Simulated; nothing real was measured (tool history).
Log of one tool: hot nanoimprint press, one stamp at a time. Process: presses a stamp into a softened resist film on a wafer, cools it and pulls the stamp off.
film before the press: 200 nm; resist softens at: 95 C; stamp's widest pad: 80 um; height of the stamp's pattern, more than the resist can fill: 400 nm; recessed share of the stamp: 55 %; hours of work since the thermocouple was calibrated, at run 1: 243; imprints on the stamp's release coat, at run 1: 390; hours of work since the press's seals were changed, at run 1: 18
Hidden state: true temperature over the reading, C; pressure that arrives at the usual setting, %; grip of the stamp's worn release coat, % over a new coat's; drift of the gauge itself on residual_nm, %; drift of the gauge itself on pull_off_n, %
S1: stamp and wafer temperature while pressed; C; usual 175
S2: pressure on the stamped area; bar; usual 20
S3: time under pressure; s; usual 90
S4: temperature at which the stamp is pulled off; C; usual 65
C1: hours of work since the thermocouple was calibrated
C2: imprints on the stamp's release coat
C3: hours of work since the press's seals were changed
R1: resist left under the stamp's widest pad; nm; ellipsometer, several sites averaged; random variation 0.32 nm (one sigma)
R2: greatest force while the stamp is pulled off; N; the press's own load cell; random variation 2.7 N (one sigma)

run,hour,S1,S2,S3,S4,C1,C2,C3,R1,R2
1,0,175,20,90,65,243,390,18,73.7,142
2,24.7,175,20,90,67,257,459,32,73.2,141
# hour 40.3: plate thermocouple calibrated
3,62,175,20,90,67,12,554,51,71,145
4,88.8,175,20,90,67,27,629,66,71.5,145
5,116.3,175,20,90,67,43,705,82,71.8,146
6,151.9,175,20,90,67,63,805,102,71.2,142
7,178.5,175,20,90,67,78,879,117,71.8,148
8,208.9,175,20,90,67,95,963,134,72.2,157
9,230.8,175,20,90,69,107,1024,146,72.6,152
10,250.9,175,20,90,71,119,1080,157,72.3,151
11,286,175,20,90,69,138,1178,177,72.7,150
12,309.3,177,20,90,65,151,1243,190,68.3,168
13,328.4,177,20,90,65,162,1296,201,68.6,176
14,362.4,177,19.4,90,65,181,1391,220,70.1,175
15,377.6,172,12.9,90,65,190,1433,229,97,179
16,408.5,169,20,90,65,207,1519,246,88,184
17,442.3,183,17.8,51,63,226,1613,265,77.2,197
18,467.9,183,17.8,51,63,241,1684,280,77.1,198
19,495,172,22.2,55,65,256,1760,295,93,189
# hour 513: plate thermocouple calibrated
20,518.4,185,20,59,65,3,1817,306,64.2,195
21,548.4,176,22.2,113,59,20,1900,323,59.8,218
22,563.5,176,15.4,177,53,28,1942,332,59.7,234
23,591.9,176,15.4,177,53,44,2021,348,59.2,237
24,610.8,165,20.4,177,64,55,2074,358,74.4,198
25,645,165,20.4,177,64,74,2169,378,74.8,208

Forecast each of these 4 alternatives for the next run:
A,663.5,186,20,90,65,85,2221,388,?,?
B,663.5,175,20.4,67,52,85,2221,388,?,?
C,663.5,165,30,177,64,85,2221,388,?,?
D,663.5,165,31.6,177,64,85,2221,388,?,?

run,R1,R2
A,52.3,205
B,80.2,248
C,62.5,212
D,61.3,208
Without the tool's hidden state the same runs would have given:
run,R1,R2
A,51.3,128
B,78.8,155
C,60.9,132
D,59.7,129

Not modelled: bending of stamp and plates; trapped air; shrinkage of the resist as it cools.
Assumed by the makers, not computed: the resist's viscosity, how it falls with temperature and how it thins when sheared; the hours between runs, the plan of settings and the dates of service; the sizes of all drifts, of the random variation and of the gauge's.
